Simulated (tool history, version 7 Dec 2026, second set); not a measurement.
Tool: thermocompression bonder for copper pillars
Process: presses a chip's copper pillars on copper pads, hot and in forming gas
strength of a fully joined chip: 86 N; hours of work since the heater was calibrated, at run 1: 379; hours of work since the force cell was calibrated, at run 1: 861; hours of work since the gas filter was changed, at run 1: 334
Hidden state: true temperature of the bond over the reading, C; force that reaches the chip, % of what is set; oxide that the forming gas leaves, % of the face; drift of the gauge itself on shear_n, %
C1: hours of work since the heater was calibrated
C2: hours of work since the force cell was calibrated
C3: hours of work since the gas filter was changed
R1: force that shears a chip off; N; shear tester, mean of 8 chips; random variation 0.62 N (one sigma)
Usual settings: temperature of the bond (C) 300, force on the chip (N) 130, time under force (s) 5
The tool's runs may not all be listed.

Run 1, day 0.000: usual settings; C1 379; C2 861; C3 334. Result: R1 54.1 N.
Run 2, day 0.658: usual settings; C1 392; C2 874; C3 347. Result: R1 53.1 N.
Run 3, day 1.171: usual settings; C1 401; C2 883; C3 357. Result: R1 54.0 N.
Run 4, day 1.654: usual settings but force on the chip (N) 111; C1 411; C2 892; C3 366. Result: R1 48.7 N.
Run 5, day 2.429: usual settings but force on the chip (N) 111; C1 425; C2 907; C3 380. Result: R1 49.0 N.
Run 6, day 3.054: usual settings; C1 437; C2 919; C3 392. Result: R1 53.2 N.
Run 7, day 4.042: usual settings; C1 456; C2 937; C3 411. Result: R1 53.5 N.
Run 8, day 4.704: usual settings; C1 468; C2 950; C3 423. Result: R1 51.8 N.
Run 9, day 5.150: usual settings but temperature of the bond (C) 321, force on the chip (N) 156, time under force (s) 6; C1 476; C2 958; C3 432. Result: R1 71.8 N.
At day 5.592: forming gas filter changed.
Run 10, day 5.729: usual settings but temperature of the bond (C) 298, force on the chip (N) 172, time under force (s) 8; C1 487; C2 969; C3 3. Result: R1 67.3 N.
Run 11, day 6.688: usual settings but temperature of the bond (C) 298, force on the chip (N) 172, time under force (s) 8; C1 505; C2 987; C3 21. Result: R1 67.4 N.
Run 12, day 7.192: usual settings but temperature of the bond (C) 323, force on the chip (N) 172, time under force (s) 6; C1 514; C2 996; C3 30. Result: R1 74.6 N.
Run 13, day 7.942: usual settings but temperature of the bond (C) 270, force on the chip (N) 172, time under force (s) 6; C1 529; C2 1011; C3 44. Result: R1 45.3 N.

Hidden state at the last listed run before each entry between runs and at the first one after, where it differs:
Between runs 9 and 10: forming gas filter changed (day 5.592)
  oxide that the forming gas leaves, % of the face: 0.61 -> 0.5
